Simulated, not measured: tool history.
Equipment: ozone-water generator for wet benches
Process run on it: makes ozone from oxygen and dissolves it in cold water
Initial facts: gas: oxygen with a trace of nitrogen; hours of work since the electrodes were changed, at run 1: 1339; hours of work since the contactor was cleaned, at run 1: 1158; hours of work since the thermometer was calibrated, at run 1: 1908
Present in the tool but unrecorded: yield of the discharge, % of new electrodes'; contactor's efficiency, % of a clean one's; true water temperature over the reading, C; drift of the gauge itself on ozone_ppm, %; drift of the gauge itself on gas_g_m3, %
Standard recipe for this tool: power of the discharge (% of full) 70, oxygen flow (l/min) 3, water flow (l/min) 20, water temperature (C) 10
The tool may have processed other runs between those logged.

run	hour	power of the discharge (% of full)	oxygen flow (l/min)	water flow (l/min)	water temperature (C)	hours of work since the electrodes were changed	hours of work since the contactor was cleaned	hours of work since the thermometer was calibrated	dissolved ozone (ppm)	ozone in the gas ahead of the water (g/m3)
1	0	70	3	20	10	1339	1158	1908	23.9	268.7
2	129.4	70	3	20	10	1444	1262	2012	23.7	267.4
3	190	70	3.19	20	10	1493	1311	2061	23.9	257.3
4	271.7	70	3.19	20	10	1558	1377	2127	23.6	258.5
5	403.7	70	3.19	20	10	1665	1483	2233	23.8	259.4
6	535.1	70	3.19	20	10	1771	1589	2339	24.1	259.6
7	655.4	70	3.19	13	10	1868	1686	2436	35.6	259.8
8	774.6	70	3.19	13	10	1964	1782	2532	35.5	258.4
9	859.9	70	3.19	13	10	2033	1851	2601	35.5	261.3
10	959.4	70	3	20	17	2113	1931	2681	22.2	267.7
11	1045.5	70	3	20	12	2182	2001	2751	23.1	268.1
12	1135	70	3	20	10	2254	2073	2823	23.6	268.3
13	1258.8	70	3	20	10	2354	2173	2923	23.6	267.4
14	1385.8	70	3	20	10	2456	2275	3025	23.7	264.5
# hour 1485.9: contactor cleaned
15	1485.9	70	3	20	10	2534	0	3102	23.4	267.7
# hour 1569.9: water thermometer calibrated
16	1609.1	70	3	20	10	2633	99	32	23.6	268.6
17	1694.5	70	3	20	10	2702	168	100	23.7	268.6
18	1812.4	64	2.4	20	16	2797	263	195	20.4	289.4
19	1884.8	97	2.4	25	13	2855	321	254	21.1	365.5
20	1998.2	47	3.3	20	6	2946	413	345	19.9	202.4
21	2119.7	43	4.74	16	11	3044	510	443	22.8	157.1
22	2174.8	58	2.09	31	11	3089	555	488	12	292.1
23	2268	58	2.09	31	11	3164	630	563	11.6	290.2
24	2359.3	81	5.37	18	10	3238	704	636	30.1	212.8
25	2491.3	70	3	20	7	3344	810	743	24.2	270
26	2575.5	70	4.32	20	14	3412	878	811	23.9	218.2
27	2642	70	4.32	20	14	3465	932	864	23.9	218.7
28	2711.4	84	1.51	25	9	3521	987	920	17.3	432.3
29	2796.1	100	3	20	10	3590	1056	988	28.8	327.3
30	2927.7	100	1.84	20	6	3696	1162	1094	26.3	430.7
31	3057.8	70	3	20	11	3801	1267	1199	23.5	265.4
32	3181.7	70	3.88	20	14	3900	1367	1299	23.8	234
33	3292.2	70	3.88	20	14	3990	1456	1388	23.8	233.3
34	3419	59	3.88	20	14	4092	1558	1490	21.3	208.7

For each entry between runs, how does the tool's hidden state at the last listed run before it compare with that at the first listed run after it?
After run 14, before run 15: contactor cleaned (hour 1485.9)
  contactor's efficiency, % of a clean one's: 99.9 -> 100
After run 15, before run 16: water thermometer calibrated (hour 1569.9)
  both runs share identical hidden conditions
